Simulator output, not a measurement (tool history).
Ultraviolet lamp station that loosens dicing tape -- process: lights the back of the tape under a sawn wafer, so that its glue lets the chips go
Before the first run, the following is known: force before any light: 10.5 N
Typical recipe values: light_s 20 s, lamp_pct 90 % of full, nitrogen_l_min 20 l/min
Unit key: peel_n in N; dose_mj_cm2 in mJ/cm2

Run 1, day 0: usual settings. Result: peel_n 0.36 N, dose_mj_cm2 449 mJ/cm2.
Run 2, day 0.621: usual settings. Result: peel_n 0.378 N, dose_mj_cm2 447 mJ/cm2.
Run 3, day 1.079: usual settings but lamp_pct 84 % of full. Result: peel_n 0.473 N, dose_mj_cm2 418 mJ/cm2.
Run 4, day 1.504: usual settings but lamp_pct 84 % of full. Result: peel_n 0.448 N, dose_mj_cm2 420 mJ/cm2.
Run 5, day 2.171: usual settings. Result: peel_n 0.385 N, dose_mj_cm2 440 mJ/cm2.
Run 6, day 2.912: usual settings but light_s 24 s. Result: peel_n 0.228 N, dose_mj_cm2 530 mJ/cm2.
At day 2.992: window cleaned of glue's vapour.
Run 7, day 3.383: usual settings but light_s 37 s. Result: peel_n 0.075 N, dose_mj_cm2 791 mJ/cm2.
Run 8, day 4.104: usual settings but light_s 10 s, nitrogen_l_min 23 l/min. Result: peel_n 1.796 N, dose_mj_cm2 213 mJ/cm2.
Run 9, day 4.458: usual settings but lamp_pct 69 % of full. Result: peel_n 0.865 N, dose_mj_cm2 328 mJ/cm2.
At day 4.542: window cleaned of glue's vapour, once more.
Run 10, day 5.029: usual settings but light_s 37 s, lamp_pct 71 % of full, nitrogen_l_min 38 l/min. Result: peel_n 0.057 N, dose_mj_cm2 660 mJ/cm2.
Run 11, day 5.462: usual settings but light_s 13 s, nitrogen_l_min 39 l/min. Result: peel_n 0.643 N, dose_mj_cm2 294 mJ/cm2.
Run 12, day 6: usual settings but lamp_pct 63 % of full, nitrogen_l_min 18 l/min. Result: peel_n 1.041 N, dose_mj_cm2 315 mJ/cm2.

Below, some changes in peel_n between adjacent runs. For each, the amount present without the hidden state too (settings, incoming material, random variation) and the amount remaining for the hidden state with gauge scatter not shared by both compared results:
Hidden conditions of the tool in this case: lamp's light, % of a new lamp's; light that the window lets through, % of a clean one's; drift of the gauge itself on peel_n, %; drift of the gauge itself on dose_mj_cm2, %.
Run 7 -> 8: light_s 37 -> 10, nitrogen_l_min 20 -> 23. peel_n +1.721 N: hidden state +0.317, all else +1.404.
